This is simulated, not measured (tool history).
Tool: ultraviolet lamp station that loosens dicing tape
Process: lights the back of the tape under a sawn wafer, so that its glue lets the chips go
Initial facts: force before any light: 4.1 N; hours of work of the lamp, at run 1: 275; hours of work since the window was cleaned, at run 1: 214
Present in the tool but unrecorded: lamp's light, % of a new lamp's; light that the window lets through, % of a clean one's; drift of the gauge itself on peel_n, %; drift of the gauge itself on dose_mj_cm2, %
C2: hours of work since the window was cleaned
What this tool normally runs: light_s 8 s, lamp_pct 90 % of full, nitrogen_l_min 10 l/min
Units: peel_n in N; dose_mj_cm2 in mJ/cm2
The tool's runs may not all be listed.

Run 1, hour 0: usual settings; hours of work of the lamp 275; C2 214. Result: peel_n 0.256 N, dose_mj_cm2 304 mJ/cm2.
Run 2, hour 10: usual settings but nitrogen_l_min 3 l/min; hours of work of the lamp 282; C2 221. Result: peel_n 0.413 N, dose_mj_cm2 308 mJ/cm2.
Run 3, hour 19.4: usual settings but nitrogen_l_min 12 l/min; hours of work of the lamp 289; C2 227. Result: peel_n 0.231 N, dose_mj_cm2 306 mJ/cm2.
Run 4, hour 28: usual settings; hours of work of the lamp 295; C2 233. Result: peel_n 0.242 N, dose_mj_cm2 304 mJ/cm2.
Run 5, hour 41.8: usual settings; hours of work of the lamp 304; C2 243. Result: peel_n 0.24 N, dose_mj_cm2 305 mJ/cm2.
Run 6, hour 57.2: usual settings; hours of work of the lamp 315; C2 254. Result: peel_n 0.249 N, dose_mj_cm2 312 mJ/cm2.
Run 7, hour 70.1: usual settings; hours of work of the lamp 324; C2 262. Result: peel_n 0.239 N, dose_mj_cm2 304 mJ/cm2.
Run 8, hour 84.9: usual settings but nitrogen_l_min 5 l/min; hours of work of the lamp 334; C2 273. Result: peel_n 0.317 N, dose_mj_cm2 305 mJ/cm2.
Run 9, hour 92.3: usual settings but nitrogen_l_min 5 l/min; hours of work of the lamp 339; C2 278. Result: peel_n 0.325 N, dose_mj_cm2 306 mJ/cm2.
Run 10, hour 107.1: usual settings; hours of work of the lamp 350; C2 288. Result: peel_n 0.252 N, dose_mj_cm2 311 mJ/cm2.
Run 11, hour 117.9: usual settings; hours of work of the lamp 357; C2 296. Result: peel_n 0.243 N, dose_mj_cm2 303 mJ/cm2.
Run 12, hour 129.2: usual settings but lamp_pct 89 % of full, nitrogen_l_min 5 l/min; hours of work of the lamp 365; C2 304. Result: peel_n 0.309 N, dose_mj_cm2 302 mJ/cm2.
Run 13, hour 141.3: usual settings but lamp_pct 73 % of full, nitrogen_l_min 5 l/min; hours of work of the lamp 373; C2 312. Result: peel_n 0.431 N, dose_mj_cm2 246 mJ/cm2.
Run 14, hour 150.3: usual settings but lamp_pct 73 % of full, nitrogen_l_min 5 l/min; hours of work of the lamp 380; C2 318. Result: peel_n 0.437 N, dose_mj_cm2 249 mJ/cm2.
Run 15, hour 163.2: usual settings but lamp_pct 68 % of full, nitrogen_l_min 4 l/min; hours of work of the lamp 388; C2 327. Result: peel_n 0.543 N, dose_mj_cm2 231 mJ/cm2.
Run 16, hour 178.6: usual settings but lamp_pct 83 % of full, nitrogen_l_min 8 l/min; hours of work of the lamp 399; C2 338. Result: peel_n 0.272 N, dose_mj_cm2 286 mJ/cm2.
Run 17, hour 186.7: usual settings but lamp_pct 83 % of full, nitrogen_l_min 8 l/min; hours of work of the lamp 405; C2 343. Result: peel_n 0.286 N, dose_mj_cm2 279 mJ/cm2.
Run 18, hour 193.5: usual settings but lamp_pct 83 % of full, nitrogen_l_min 8 l/min; hours of work of the lamp 409; C2 348. Result: peel_n 0.287 N, dose_mj_cm2 278 mJ/cm2.
Run 19, hour 201.2: usual settings but lamp_pct 73 % of full, nitrogen_l_min 5 l/min; hours of work of the lamp 415; C2 353. Result: peel_n 0.406 N, dose_mj_cm2 244 mJ/cm2.
Run 20, hour 212.1: usual settings but lamp_pct 94 % of full, nitrogen_l_min 14 l/min; hours of work of the lamp 422; C2 361. Result: peel_n 0.208 N, dose_mj_cm2 316 mJ/cm2.
Run 21, hour 227.4: usual settings but light_s 13 s, lamp_pct 75 % of full, nitrogen_l_min 6 l/min; hours of work of the lamp 433; C2 372. Result: peel_n 0.228 N, dose_mj_cm2 409 mJ/cm2.
Run 22, hour 241.6: usual settings but light_s 13 s, lamp_pct 75 % of full, nitrogen_l_min 6 l/min; hours of work of the lamp 443; C2 382. Result: peel_n 0.226 N, dose_mj_cm2 414 mJ/cm2.

Alternative continuations, all from the tool just after run 22; predict every row:
Run A, hour 252.5: usual settings but light_s 14 s, lamp_pct 72 % of full; hours of work of the lamp 450; C2 389. Result: peel_n ?, dose_mj_cm2 ?.
Run B, hour 252.5: usual settings but light_s 12 s, lamp_pct 80 % of full, nitrogen_l_min 6 l/min; hours of work of the lamp 450; C2 389. Result: peel_n ?, dose_mj_cm2 ?.
Run C, hour 252.5: usual settings but light_s 13 s, lamp_pct 75 % of full, nitrogen_l_min 20 l/min; hours of work of the lamp 450; C2 389. Result: peel_n ?, dose_mj_cm2 ?.
Run D, hour 252.5: usual settings but light_s 13 s, lamp_pct 71 % of full, nitrogen_l_min 6 l/min; hours of work of the lamp 450; C2 389. Result: peel_n ?, dose_mj_cm2 ?.
Run E, hour 252.5: usual settings but light_s 13 s, lamp_pct 92 % of full, nitrogen_l_min 6 l/min; hours of work of the lamp 450; C2 389. Result: peel_n ?, dose_mj_cm2 ?.

run  peel_n  dose_mj_cm2
  A    0.21          430
  B   0.213          404
  C   0.208          415
  D   0.237          390
  E   0.223          511
Without the tool's unlogged condition, the same runs would have read:
run  peel_n  dose_mj_cm2
  A    0.21          431
  B   0.213          405
  C   0.208          416
  D   0.236          390
  E   0.223          512

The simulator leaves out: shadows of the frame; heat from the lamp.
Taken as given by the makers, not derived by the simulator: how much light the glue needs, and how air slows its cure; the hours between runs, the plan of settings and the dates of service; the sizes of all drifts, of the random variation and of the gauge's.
